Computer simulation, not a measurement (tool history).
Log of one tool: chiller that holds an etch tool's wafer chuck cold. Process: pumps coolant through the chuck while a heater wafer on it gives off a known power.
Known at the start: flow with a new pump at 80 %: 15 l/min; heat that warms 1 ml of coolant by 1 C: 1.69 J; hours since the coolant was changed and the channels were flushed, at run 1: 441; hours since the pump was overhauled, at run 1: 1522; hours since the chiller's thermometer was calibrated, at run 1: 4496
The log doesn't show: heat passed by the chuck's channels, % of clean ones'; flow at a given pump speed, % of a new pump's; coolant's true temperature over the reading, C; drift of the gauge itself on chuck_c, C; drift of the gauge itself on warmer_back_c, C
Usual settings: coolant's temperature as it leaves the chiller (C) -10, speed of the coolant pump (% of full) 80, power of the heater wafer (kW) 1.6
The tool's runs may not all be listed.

run,hour,coolant's temperature as it leaves the chiller (C),speed of the coolant pump (% of full),power of the heater wafer (kW),hours since the coolant was changed and the channels were flushed,hours since the pump was overhauled,hours since the chiller's thermometer was calibrated,chuck's temperature once it has settled (C),how much warmer the coolant comes back (C)
1,0,-10,80,1.6,441,1522,4496,4,3.88
2,76.5,-10,80,1.6,517,1599,4572,4,3.89
3,183.4,-10,80,1.6,624,1705,4679,4.1,3.92
# hour 215.4: chiller's thermometer calibrated
4,294.5,-17,80,1.6,734,1816,79,-2.2,3.88
5,374.5,-20,80,1.6,814,1896,159,-5.1,3.91
6,516.7,-9,80,1.6,957,2038,301,6.1,3.96
7,649.3,-9,80,1.6,1089,2170,434,6.3,3.97
8,729.1,-9,80,1.6,1169,2250,514,6.2,4
9,807.5,-9,80,1.6,1247,2329,592,6.3,4.02
10,873.6,-9,80,1.182,1313,2395,658,2.5,2.99
11,962.4,-10,80,1.78,1402,2483,747,7.3,4.48
12,1071.9,-10,80,1.78,1512,2593,856,7.4,4.49
# hour 1083.7: coolant pump overhauled
13,1191,-10,75,2.16,1626,107,971,13.2,5.98
14,1276.6,-10,72,1.909,1712,193,1056,11.3,5.48
15,1364.3,-10,78,2.35,1799,281,1144,14.7,6.22
16,1469.1,-10,78,2.35,1904,385,1249,14.8,6.31
17,1563.5,-10,78,2.35,1998,480,1343,15.1,6.31
18,1633.4,-10,80,2.35,2068,550,1413,14.6,6.12
19,1746.6,-10,80,1.08,2182,663,1526,1,2.88
20,1808.8,-1,80,1.08,2244,725,1588,10.1,2.82
# hour 1883: coolant pump overhauled, once more
21,1924.3,-9,65,0.915,2354,41,1699,1.8,2.68
22,2046.5,-4,75,0.844,2476,164,1821,4.5,2.15
23,2194.6,-18,68,1.952,2625,312,1969,4.4,5.56
24,2313.1,-10,80,1.084,2743,430,2088,0.5,2.63

3 ways to go on from here, each from the tool as it stands after run 24. What would each give?
A,2391.4,-11,80,1.084,2821,508,2166,?,?
B,2391.4,-3,89,1.039,2821,508,2166,?,?
C,2391.4,-4,74,2.033,2821,508,2166,?,?

run,chuck's temperature once it has settled (C),how much warmer the coolant comes back (C)
A,-0.4,2.57
B,6.2,2.23
C,17.9,5.27
Without the tool's hidden state the same runs would have given:
run,chuck's temperature once it has settled (C),how much warmer the coolant comes back (C)
A,-1.4,2.52
B,5.4,2.19
C,15.3,5.18
